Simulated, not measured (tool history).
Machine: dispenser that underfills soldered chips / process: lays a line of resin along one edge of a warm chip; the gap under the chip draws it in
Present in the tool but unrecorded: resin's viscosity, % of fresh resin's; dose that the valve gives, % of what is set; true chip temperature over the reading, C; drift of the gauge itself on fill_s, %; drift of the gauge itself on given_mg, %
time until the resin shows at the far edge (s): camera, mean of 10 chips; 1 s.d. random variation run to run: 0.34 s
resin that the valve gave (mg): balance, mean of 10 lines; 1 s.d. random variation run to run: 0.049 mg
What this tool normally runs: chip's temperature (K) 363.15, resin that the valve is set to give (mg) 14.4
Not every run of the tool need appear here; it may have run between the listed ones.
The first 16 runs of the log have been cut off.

run	hour	chip's temperature (K)	resin that the valve is set to give (mg)	hours of work since the syringe was changed	hours of work since the valve was cleaned	hours of work since the stage was calibrated	time until the resin shows at the far edge (s)	resin that the valve gave (mg)
17	87.4	363.15	14.4	5	14	241	25.3	14.24
18	91.5	363.15	14.4	8	17	244	31.9	14.24
# hour 95.5: new syringe of resin
19	97.7	350.15	14.4	1	21	248	30.5	14.29
20	103.7	363.15	15.6	6	25	252	27.6	15.34
21	108	363.15	15.6	9	28	255	32.7	15.38
# hour 110.9: new syringe of resin
22	114.2	355.15	15.1	2	32	259	26.8	14.97
23	118.3	374.15	13.5	5	35	262	17.8	13.32
24	122.1	376.15	17.1	8	37	264	20.2	16.84
# hour 125.8: new syringe of resin
25	126.3	371.15	14.4	0	40	267	13.6	14.21
26	132.4	371.15	12.3	5	44	271	19.9	12.06
27	135.3	363.15	14.5	7	46	273	28.3	14.37
28	139.9	363.15	14.5	10	49	277	36.9	14.19
# hour 141: new syringe of resin
29	144.9	370.15	15.2	3	52	280	16.8	14.86
30	149.6	349.15	17	6	56	283	44.8	16.67
31	154.2	349.15	17	9	59	286	56.9	16.59
# hour 156.3: new syringe of resin
32	159.5	349.15	17	2	62	290	32.5	16.69
33	164.3	359.15	13.8	5	66	293	29.9	13.42
34	169.7	359.15	13.8	9	69	297	42.2	13.44
# hour 171.5: new syringe of resin
35	175.1	359.15	13.8	2	73	300	24.2	13.45

4 options for the next run, each taken on its own from the tool as it stands now. Forecast them:
A	181.9	348.15	13	7	77	305	?	?
B	181.9	377.15	14.9	7	77	305	?	?
C	181.9	363.15	14.4	7	77	305	?	?
D	181.9	366.15	14.3	7	77	305	?	?

run	time until the resin shows at the far edge (s)	resin that the valve gave (mg)
A	52.9	12.72
B	19.6	14.55
C	30	14.02
D	27.1	13.82
With the hidden condition removed and each run's random variation left untouched, the same runs would have given:
run	time until the resin shows at the far edge (s)	resin that the valve gave (mg)
A	29	13.1
B	10.9	14.99
C	16.4	14.44
D	15	14.24
